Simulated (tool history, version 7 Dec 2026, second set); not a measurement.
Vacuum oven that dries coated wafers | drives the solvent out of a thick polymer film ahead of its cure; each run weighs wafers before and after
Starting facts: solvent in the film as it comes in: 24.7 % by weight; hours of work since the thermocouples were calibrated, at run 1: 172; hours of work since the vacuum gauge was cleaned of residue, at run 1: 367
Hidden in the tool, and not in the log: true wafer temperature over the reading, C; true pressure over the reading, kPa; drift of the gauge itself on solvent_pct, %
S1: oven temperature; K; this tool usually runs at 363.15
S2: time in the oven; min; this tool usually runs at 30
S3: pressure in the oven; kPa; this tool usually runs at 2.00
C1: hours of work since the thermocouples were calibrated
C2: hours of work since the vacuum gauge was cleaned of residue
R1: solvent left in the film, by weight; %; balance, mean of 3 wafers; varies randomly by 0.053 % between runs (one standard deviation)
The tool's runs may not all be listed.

run,day,S1,S2,S3,C1,C2,R1
1,0.000,363.15,30,2.00,172,367,1.93
2,0.412,363.15,30,2.00,177,372,1.83
3,1.021,363.15,30,2.00,184,379,1.91
4,1.754,370.15,30,2.00,192,387,0.66
5,2.458,370.15,30,2.00,199,394,0.62
6,3.271,370.15,30,2.00,208,403,0.70
7,3.742,370.15,30,2.00,214,409,0.64
8,4.254,370.15,30,1.24,219,414,0.57
9,4.817,363.15,30,2.00,225,420,1.89
10,5.471,363.15,30,2.00,233,428,1.91
11,6.054,363.15,30,2.00,239,434,1.83
12,6.562,363.15,30,2.00,245,440,1.89
13,6.975,363.15,30,2.00,249,444,1.95
14,7.367,363.15,48,2.00,254,449,0.80
15,7.704,363.15,30,2.00,257,452,1.89
16,8.112,363.15,30,5.00,262,457,2.36
17,8.583,363.15,30,5.00,267,462,2.44
# day 8.725: oven's thermocouples calibrated
18,9.358,363.15,30,5.00,7,470,2.46
19,9.983,363.15,30,5.00,14,477,2.39
20,10.700,374.15,18,6.10,22,485,1.83
21,11.425,372.15,16,5.69,30,493,2.63
# day 11.621: oven's thermocouples calibrated, once more
22,11.875,372.15,36,4.06,3,497,0.59
23,12.483,363.15,15,1.05,10,503,5.46
24,13.017,356.15,16,1.68,15,509,8.27
25,13.438,377.15,16,1.62,20,514,0.89
26,14.121,374.15,38,2.00,28,521,0.21
27,14.579,356.15,26,1.71,33,526,4.85
28,15.238,356.15,26,1.71,40,534,4.83
29,15.767,363.15,53,2.00,46,540,0.60
30,16.404,363.15,53,2.00,53,547,0.61
31,16.808,363.15,42,2.00,57,551,0.88
32,17.533,374.15,30,2.63,65,559,0.57
33,17.988,369.15,52,1.18,70,564,0.30
34,18.454,356.15,31,2.72,75,569,4.08
35,19.188,355.15,18,1.61,84,577,8.02
36,19.758,349.15,18,7.06,90,584,11.83

What if the next run were any one of these 3? Each begins from the tool's condition after run 36:
A,20.321,374.15,32,6.11,96,590,?
B,20.321,349.15,45,7.06,96,590,?
C,20.321,356.15,43,7.06,96,590,?

run,R1
A,0.92
B,5.91
C,3.39
With no hidden state in the tool, these same runs would have given:
run,R1
A,0.90
B,5.90
C,3.38

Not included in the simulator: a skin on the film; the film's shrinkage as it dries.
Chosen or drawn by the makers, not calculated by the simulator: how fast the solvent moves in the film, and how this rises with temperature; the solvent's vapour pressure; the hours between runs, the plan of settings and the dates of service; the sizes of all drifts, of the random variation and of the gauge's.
